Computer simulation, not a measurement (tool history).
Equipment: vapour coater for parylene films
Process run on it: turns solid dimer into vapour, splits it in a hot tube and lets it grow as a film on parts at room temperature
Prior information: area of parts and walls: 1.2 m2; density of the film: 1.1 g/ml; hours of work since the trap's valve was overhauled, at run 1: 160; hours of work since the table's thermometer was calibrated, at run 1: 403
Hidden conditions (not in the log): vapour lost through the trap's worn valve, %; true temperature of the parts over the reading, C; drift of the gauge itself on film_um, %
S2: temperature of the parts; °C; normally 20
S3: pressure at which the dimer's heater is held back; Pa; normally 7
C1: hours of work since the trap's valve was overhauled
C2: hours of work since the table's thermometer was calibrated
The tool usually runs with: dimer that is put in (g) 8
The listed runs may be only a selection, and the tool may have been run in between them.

{"run": 1, "hour": 0.0, "dimer that is put in (g)": 8, "S2": 20, "S3": 7, "C1": 160, "C2": 403, "thickness of the film (µm)": 3}
{"run": 2, "hour": 16.6, "dimer that is put in (g)": 8, "S2": 20, "S3": 7, "C1": 167, "C2": 411, "thickness of the film (µm)": 2.99}
{"run": 3, "hour": 28.9, "dimer that is put in (g)": 8, "S2": 20, "S3": 7, "C1": 173, "C2": 417, "thickness of the film (µm)": 3.02}
{"run": 4, "hour": 43.7, "dimer that is put in (g)": 4, "S2": 20, "S3": 7, "C1": 180, "C2": 424, "thickness of the film (µm)": 1.49}
{"run": 5, "hour": 61.6, "dimer that is put in (g)": 8, "S2": 20, "S3": 7, "C1": 189, "C2": 432, "thickness of the film (µm)": 2.98}
{"run": 6, "hour": 76.7, "dimer that is put in (g)": 10, "S2": 20, "S3": 7, "C1": 196, "C2": 439, "thickness of the film (µm)": 3.75}
{"run": 7, "hour": 93.2, "dimer that is put in (g)": 10, "S2": 20, "S3": 7, "C1": 203, "C2": 447, "thickness of the film (µm)": 3.76}
{"run": 8, "hour": 106.4, "dimer that is put in (g)": 10, "S2": 20, "S3": 7, "C1": 210, "C2": 453, "thickness of the film (µm)": 3.71}
{"run": 9, "hour": 126.6, "dimer that is put in (g)": 10, "S2": 20, "S3": 7, "C1": 219, "C2": 463, "thickness of the film (µm)": 3.73}
{"run": 10, "hour": 140.4, "dimer that is put in (g)": 10, "S2": 13, "S3": 7, "C1": 226, "C2": 469, "thickness of the film (µm)": 4.76}
{"run": 11, "hour": 163.8, "dimer that is put in (g)": 10, "S2": 13, "S3": 7, "C1": 237, "C2": 480, "thickness of the film (µm)": 4.74}
{"run": 12, "hour": 187.7, "dimer that is put in (g)": 8, "S2": 20, "S3": 7, "C1": 248, "C2": 492, "thickness of the film (µm)": 2.93}
{"run": 13, "hour": 204.9, "dimer that is put in (g)": 8, "S2": 20, "S3": 7, "C1": 256, "C2": 500, "thickness of the film (µm)": 2.91}
{"run": 14, "hour": 216.4, "dimer that is put in (g)": 8, "S2": 20, "S3": 7, "C1": 261, "C2": 505, "thickness of the film (µm)": 2.93}
{"run": 15, "hour": 227.0, "dimer that is put in (g)": 8, "S2": 20, "S3": 7, "C1": 266, "C2": 510, "thickness of the film (µm)": 2.89}
{"run": 16, "hour": 237.4, "dimer that is put in (g)": 8, "S2": 20, "S3": 7, "C1": 271, "C2": 515, "thickness of the film (µm)": 2.91}
{"run": 17, "hour": 258.1, "dimer that is put in (g)": 8, "S2": 20, "S3": 7, "C1": 281, "C2": 525, "thickness of the film (µm)": 2.87}
{"run": 18, "hour": 271.6, "dimer that is put in (g)": 8, "S2": 20, "S3": 7, "C1": 287, "C2": 531, "thickness of the film (µm)": 2.92}
{"run": 19, "hour": 284.3, "dimer that is put in (g)": 8, "S2": 17, "S3": 7, "C1": 293, "C2": 537, "thickness of the film (µm)": 3.22}
{"run": 20, "hour": 301.5, "dimer that is put in (g)": 8, "S2": 20, "S3": 6.78, "C1": 301, "C2": 545, "thickness of the film (µm)": 2.9}
{"run": 21, "hour": 322.6, "dimer that is put in (g)": 8, "S2": 20, "S3": 6.78, "C1": 311, "C2": 555, "thickness of the film (µm)": 2.88}
{"run": 22, "hour": 334.9, "dimer that is put in (g)": 8, "S2": 20, "S3": 7, "C1": 317, "C2": 561, "thickness of the film (µm)": 2.89}
{"hour": 337.7, "done": "table's thermometer calibrated"}
{"run": 23, "hour": 352.7, "dimer that is put in (g)": 8, "S2": 20, "S3": 7, "C1": 325, "C2": 7, "thickness of the film (µm)": 2.81}
{"run": 24, "hour": 372.0, "dimer that is put in (g)": 13, "S2": 15, "S3": 9.83, "C1": 334, "C2": 16, "thickness of the film (µm)": 5.41}
{"run": 25, "hour": 391.2, "dimer that is put in (g)": 13, "S2": 15, "S3": 9.83, "C1": 343, "C2": 25, "thickness of the film (µm)": 5.44}
{"run": 26, "hour": 401.4, "dimer that is put in (g)": 13, "S2": 15, "S3": 9.83, "C1": 348, "C2": 30, "thickness of the film (µm)": 5.35}
{"hour": 418.6, "done": "table's thermometer calibrated, once more"}
{"run": 27, "hour": 423.3, "dimer that is put in (g)": 8, "S2": 16, "S3": 7.69, "C1": 358, "C2": 2, "thickness of the film (µm)": 3.38}
{"run": 28, "hour": 440.7, "dimer that is put in (g)": 8, "S2": 16, "S3": 7.69, "C1": 366, "C2": 10, "thickness of the film (µm)": 3.38}
{"run": 29, "hour": 452.0, "dimer that is put in (g)": 5, "S2": 14, "S3": 7.69, "C1": 371, "C2": 16, "thickness of the film (µm)": 2.26}
{"run": 30, "hour": 469.0, "dimer that is put in (g)": 5, "S2": 14, "S3": 7.69, "C1": 379, "C2": 24, "thickness of the film (µm)": 2.23}
{"run": 31, "hour": 487.4, "dimer that is put in (g)": 5, "S2": 14, "S3": 7.69, "C1": 388, "C2": 32, "thickness of the film (µm)": 2.24}
{"run": 32, "hour": 509.9, "dimer that is put in (g)": 5, "S2": 14, "S3": 7.69, "C1": 399, "C2": 43, "thickness of the film (µm)": 2.25}
{"run": 33, "hour": 532.6, "dimer that is put in (g)": 9, "S2": 18, "S3": 7.69, "C1": 409, "C2": 54, "thickness of the film (µm)": 3.53}
{"run": 34, "hour": 547.2, "dimer that is put in (g)": 9, "S2": 16, "S3": 7, "C1": 416, "C2": 60, "thickness of the film (µm)": 3.76}
{"run": 35, "hour": 563.8, "dimer that is put in (g)": 9, "S2": 16, "S3": 7, "C1": 424, "C2": 68, "thickness of the film (µm)": 3.75}
{"run": 36, "hour": 583.6, "dimer that is put in (g)": 9, "S2": 16, "S3": 7, "C1": 433, "C2": 78, "thickness of the film (µm)": 3.72}
{"run": 37, "hour": 607.2, "dimer that is put in (g)": 5, "S2": 26, "S3": 3.47, "C1": 444, "C2": 89, "thickness of the film (µm)": 1.53}
{"run": 38, "hour": 624.0, "dimer that is put in (g)": 7, "S2": 20, "S3": 7, "C1": 452, "C2": 97, "thickness of the film (µm)": 2.51}
{"run": 39, "hour": 638.7, "dimer that is put in (g)": 7, "S2": 20, "S3": 7, "C1": 459, "C2": 104, "thickness of the film (µm)": 2.51}
{"run": 40, "hour": 659.9, "dimer that is put in (g)": 7, "S2": 20, "S3": 7, "C1": 469, "C2": 114, "thickness of the film (µm)": 2.46}
{"run": 41, "hour": 681.5, "dimer that is put in (g)": 7, "S2": 19, "S3": 7, "C1": 479, "C2": 124, "thickness of the film (µm)": 2.58}
{"run": 42, "hour": 702.2, "dimer that is put in (g)": 5, "S2": 19, "S3": 5.94, "C1": 489, "C2": 133, "thickness of the film (µm)": 1.86}
{"run": 43, "hour": 721.3, "dimer that is put in (g)": 5, "S2": 18, "S3": 11.06, "C1": 498, "C2": 142, "thickness of the film (µm)": 1.83}
{"run": 44, "hour": 739.2, "dimer that is put in (g)": 3, "S2": 20, "S3": 3.96, "C1": 507, "C2": 151, "thickness of the film (µm)": 1.09}
{"run": 45, "hour": 751.0, "dimer that is put in (g)": 9, "S2": 24, "S3": 3.14, "C1": 512, "C2": 156, "thickness of the film (µm)": 2.92}
{"run": 46, "hour": 773.4, "dimer that is put in (g)": 4, "S2": 27, "S3": 3.14, "C1": 523, "C2": 167, "thickness of the film (µm)": 1.17}

Each row is a separate what-if for the run after 46, all from the same tool condition, not one after another. Results?
{"run": "A", "hour": 789.0, "dimer that is put in (g)": 8, "S2": 20, "S3": 11.23, "C1": 530, "C2": 174, "thickness of the film (µm)": "?"}
{"run": "B", "hour": 789.0, "dimer that is put in (g)": 6, "S2": 30, "S3": 2.37, "C1": 530, "C2": 174, "thickness of the film (µm)": "?"}
{"run": "C", "hour": 789.0, "dimer that is put in (g)": 9, "S2": 27, "S3": 5.78, "C1": 530, "C2": 174, "thickness of the film (µm)": "?"}

run=A thickness_of_the_film_(µm)=2.65
run=B thickness_of_the_film_(µm)=1.58
run=C thickness_of_the_film_(µm)=2.49
Stripped of hidden state, with their random variation kept, the same runs would have yielded:
run=A thickness_of_the_film_(µm)=2.99
run=B thickness_of_the_film_(µm)=1.79
run=C thickness_of_the_film_(µm)=2.81
